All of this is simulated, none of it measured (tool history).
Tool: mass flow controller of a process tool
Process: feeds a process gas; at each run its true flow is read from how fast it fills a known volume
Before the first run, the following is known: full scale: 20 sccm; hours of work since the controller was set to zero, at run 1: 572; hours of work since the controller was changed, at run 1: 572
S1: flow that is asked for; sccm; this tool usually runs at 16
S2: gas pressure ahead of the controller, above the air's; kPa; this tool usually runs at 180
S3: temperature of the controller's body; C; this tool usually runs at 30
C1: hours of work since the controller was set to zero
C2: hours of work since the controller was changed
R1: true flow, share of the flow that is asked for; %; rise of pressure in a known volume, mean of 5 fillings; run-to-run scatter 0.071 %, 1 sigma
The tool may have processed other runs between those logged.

run 1 hour=0 | S1=16 S2=180 S3=30 | C1=572 C2=572 | R1=99.36
run 2 hour=30.4 | S1=16 S2=180 S3=30 | C1=584 C2=584 | R1=99.24
run 3 hour=73.5 | S1=16 S2=180 S3=30 | C1=602 C2=602 | R1=99.25
run 4 hour=145.2 | S1=16 S2=180 S3=30 | C1=631 C2=631 | R1=99.26
run 5 hour=180.4 | S1=16 S2=180 S3=30 | C1=646 C2=646 | R1=99.29
run 6 hour=252.8 | S1=16 S2=180 S3=30 | C1=676 C2=676 | R1=99.22
run 7 hour=287.1 | S1=16 S2=180 S3=30 | C1=690 C2=690 | R1=99.18
run 8 hour=319.6 | S1=16 S2=180 S3=30 | C1=703 C2=703 | R1=99.26
run 9 hour=391.2 | S1=16 S2=180 S3=21 | C1=732 C2=732 | R1=99.09
run 10 hour=454.4 | S1=16 S2=180 S3=21 | C1=758 C2=758 | R1=99.11
run 11 hour=510.6 | S1=16 S2=180 S3=21 | C1=781 C2=781 | R1=98.99
run 12 hour=579 | S1=4 S2=180 S3=38 | C1=809 C2=809 | R1=98
run 13 hour=618.4 | S1=4 S2=180 S3=27 | C1=826 C2=826 | R1=97.62
run 14 hour=661.7 | S1=16 S2=180 S3=27 | C1=843 C2=843 | R1=99.17
run 15 hour=736.6 | S1=16 S2=253 S3=23 | C1=874 C2=874 | R1=99.66
run 16 hour=795.4 | S1=6 S2=180 S3=30 | C1=898 C2=898 | R1=98.07
run 17 hour=827 | S1=16 S2=147 S3=34 | C1=911 C2=911 | R1=99.09
run 18 hour=901.9 | S1=17 S2=148 S3=30 | C1=942 C2=942 | R1=99.2
run 19 hour=966.1 | S1=17 S2=148 S3=30 | C1=968 C2=968 | R1=99.2

Predict each of these 3 candidate next runs independently; none follows another, all start after run 19:
run A hour=1025.7 | S1=6 S2=192 S3=23 | C1=993 C2=993 | R1=?
run B hour=1025.7 | S1=11 S2=188 S3=25 | C1=993 C2=993 | R1=?
run C hour=1025.7 | S1=17 S2=264 S3=37 | C1=993 C2=993 | R1=?

run=A R1=97.99
run=B R1=98.66
run=C R1=100.17
Had the tool no hidden state, the same runs would have come out as:
run=A R1=98.55
run=B R1=99.06
run=C R1=100.5
